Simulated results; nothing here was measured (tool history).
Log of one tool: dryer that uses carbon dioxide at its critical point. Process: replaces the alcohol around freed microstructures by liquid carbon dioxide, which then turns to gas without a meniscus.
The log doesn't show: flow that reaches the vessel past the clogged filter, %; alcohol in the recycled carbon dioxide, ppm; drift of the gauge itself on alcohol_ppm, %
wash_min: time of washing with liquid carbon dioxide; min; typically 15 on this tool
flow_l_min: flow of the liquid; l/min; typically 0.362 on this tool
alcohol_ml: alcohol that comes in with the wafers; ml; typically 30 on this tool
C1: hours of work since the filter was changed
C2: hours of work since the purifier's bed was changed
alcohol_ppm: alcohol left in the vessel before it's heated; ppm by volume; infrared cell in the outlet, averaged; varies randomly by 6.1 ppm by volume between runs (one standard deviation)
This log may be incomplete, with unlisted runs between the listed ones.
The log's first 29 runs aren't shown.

run 30 hour=1121.7 | wash_min=15 flow_l_min=0.521 alcohol_ml=58 | C1=110 C2=179 | alcohol_ppm=145
run 31 hour=1148.6 | wash_min=15 flow_l_min=0.362 alcohol_ml=39 | C1=126 C2=195 | alcohol_ppm=501
run 32 hour=1203.4 | wash_min=15 flow_l_min=0.362 alcohol_ml=39 | C1=158 C2=227 | alcohol_ppm=566
run 33 hour=1246.8 | wash_min=17 flow_l_min=0.362 alcohol_ml=111 | C1=183 C2=252 | alcohol_ppm=900
run 34 hour=1279.4 | wash_min=18 flow_l_min=0.362 alcohol_ml=39 | C1=203 C2=271 | alcohol_ppm=326
run 35 hour=1306.4 | wash_min=18 flow_l_min=0.464 alcohol_ml=58 | C1=218 C2=287 | alcohol_ppm=182
run 36 hour=1332.2 | wash_min=12 flow_l_min=0.265 alcohol_ml=35 | C1=233 C2=302 | alcohol_ppm=3245
run 37 hour=1381.8 | wash_min=19 flow_l_min=0.43 alcohol_ml=119 | C1=263 C2=331 | alcohol_ppm=344
-- hour=1398.3 inlet filter changed
run 38 hour=1423.8 | wash_min=19 flow_l_min=0.43 alcohol_ml=119 | C1=15 C2=355 | alcohol_ppm=216
run 39 hour=1461.6 | wash_min=23 flow_l_min=0.306 alcohol_ml=84 | C1=37 C2=378 | alcohol_ppm=339
run 40 hour=1500.4 | wash_min=21 flow_l_min=0.552 alcohol_ml=30 | C1=60 C2=400 | alcohol_ppm=151
run 41 hour=1549.7 | wash_min=21 flow_l_min=0.552 alcohol_ml=30 | C1=89 C2=429 | alcohol_ppm=161
run 42 hour=1584.6 | wash_min=16 flow_l_min=0.598 alcohol_ml=86 | C1=109 C2=450 | alcohol_ppm=190
run 43 hour=1617.5 | wash_min=15 flow_l_min=0.571 alcohol_ml=30 | C1=128 C2=469 | alcohol_ppm=190
run 44 hour=1640.8 | wash_min=21 flow_l_min=0.383 alcohol_ml=30 | C1=142 C2=483 | alcohol_ppm=213
run 45 hour=1695.1 | wash_min=17 flow_l_min=0.23 alcohol_ml=22 | C1=174 C2=514 | alcohol_ppm=1229

Below are 4 alternative next runs, each starting from the tool's condition after run 45. Predict each:
run A hour=1717.5 | wash_min=19 flow_l_min=0.562 alcohol_ml=53 | C1=187 C2=527 | alcohol_ppm=?
run B hour=1717.5 | wash_min=16 flow_l_min=0.245 alcohol_ml=36 | C1=187 C2=527 | alcohol_ppm=?
run C hour=1717.5 | wash_min=14 flow_l_min=0.327 alcohol_ml=38 | C1=187 C2=527 | alcohol_ppm=?
run D hour=1717.5 | wash_min=19 flow_l_min=0.381 alcohol_ml=21 | C1=187 C2=527 | alcohol_ppm=?

run=A alcohol_ppm=196
run=B alcohol_ppm=1913
run=C alcohol_ppm=1198
run=D alcohol_ppm=247
What these runs would have given with no unlogged condition in the tool:
run=A alcohol_ppm=6
run=B alcohol_ppm=1201
run=C alcohol_ppm=656
run=D alcohol_ppm=35
